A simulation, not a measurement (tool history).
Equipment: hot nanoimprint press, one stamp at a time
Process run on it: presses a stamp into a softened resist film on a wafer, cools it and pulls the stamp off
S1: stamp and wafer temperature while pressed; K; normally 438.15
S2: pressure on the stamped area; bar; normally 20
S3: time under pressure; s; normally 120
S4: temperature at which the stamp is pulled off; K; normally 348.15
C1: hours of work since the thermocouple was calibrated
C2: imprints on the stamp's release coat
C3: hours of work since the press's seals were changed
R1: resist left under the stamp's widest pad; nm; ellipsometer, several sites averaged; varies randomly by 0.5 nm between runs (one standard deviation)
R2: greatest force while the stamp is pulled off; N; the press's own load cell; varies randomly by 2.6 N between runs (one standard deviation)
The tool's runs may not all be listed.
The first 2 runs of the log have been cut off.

run   hour      S1    S2   S3      S4   C1    C2   C3     R1   R2
  3   80.2  438.15    13  120  348.15  196   553   30  229.2  173
  4  121.2  438.15    20  147  348.15  218   724   52  179.9  177
  5  151.7  438.15    20  120  348.15  235   851   69  191.8  182
  6  198.9  433.15    20  120  348.15  261  1047   95  231.7  187
  7  235.2  433.15    20  120  348.15  281  1198  115  232.5  188
     282.3  -- plate thermocouple calibrated
  8  291.6  438.15    20  120  348.15    5  1420  144  185.9  186
  9  336.2  438.15    20  120  348.15   29  1605  168  185.8  199
 10  386.3  438.15  20.8  120  348.15   57  1813  195  183.7  204
 11  447.3  438.15  20.8  120  348.15   90  2067  229  184.4  209
     459.1  -- stamp cleaned and given a new release coat
 12  504.3  438.15  20.8  120  348.15  118   188  257  185.5  161
 13  536.9  438.15  20.8  120  348.15  136   324  274    186  167
 14    598  438.15  20.8  120  348.15  169   578  308  186.9  175
 15    633  438.15  21.1  120  348.15  188   723  327  186.3  173
 16  694.8  429.15    20  120  348.15  222   980  361  261.5  181
 17  721.9  445.15  12.2  120  348.15  237  1093  375  185.7  183
 18  783.3  438.15    20  103  348.15  270  1348  409  202.2  192

Run 19 has not been measured yet. What should we expect?
 19  823.6  438.15  20  94  348.15  292  1515  431   ?   ?

{"run 19": {"R1": 208.3, "R2": 193}}
If the tool had no hidden condition, the same run with the same run-to-run variation would have returned R1 198.9 nm, R2 154 N.
